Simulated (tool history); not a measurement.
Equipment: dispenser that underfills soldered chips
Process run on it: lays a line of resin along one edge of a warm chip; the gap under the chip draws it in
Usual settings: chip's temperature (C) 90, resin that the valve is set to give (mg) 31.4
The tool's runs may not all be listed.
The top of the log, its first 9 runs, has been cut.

run,hour,chip's temperature (C),resin that the valve is set to give (mg),time until the resin shows at the far edge (s),resin that the valve gave (mg)
10,41.8,90,32.5,123.9,31.78
# hour 45.9: dispensing valve cleaned and set on the balance
11,49.2,90,32.5,174.7,32.57
# hour 52.4: new syringe of resin
12,55.9,90,32.5,107.6,32.45
13,60.2,90,32.5,134.6,32.51
14,65.2,90,31.4,170.5,31.19
# hour 68.6: new syringe of resin
15,69.2,88,31.4,98.5,31.29
16,71.9,88,31.4,113.4,31.25
17,74.8,88,31.4,131.2,31.08
18,78.1,90,33.8,145.8,33.53

Forecast run 19:
19,83,90,33.8,?,?

Run 19 came out at time until the resin shows at the far edge (s) 187.4, resin that the valve gave (mg) 33.45.
If the tool had no hidden condition, the same run with the same run-to-run variation would have returned time until the resin shows at the far edge (s) 90.2, resin that the valve gave (mg) 33.77.

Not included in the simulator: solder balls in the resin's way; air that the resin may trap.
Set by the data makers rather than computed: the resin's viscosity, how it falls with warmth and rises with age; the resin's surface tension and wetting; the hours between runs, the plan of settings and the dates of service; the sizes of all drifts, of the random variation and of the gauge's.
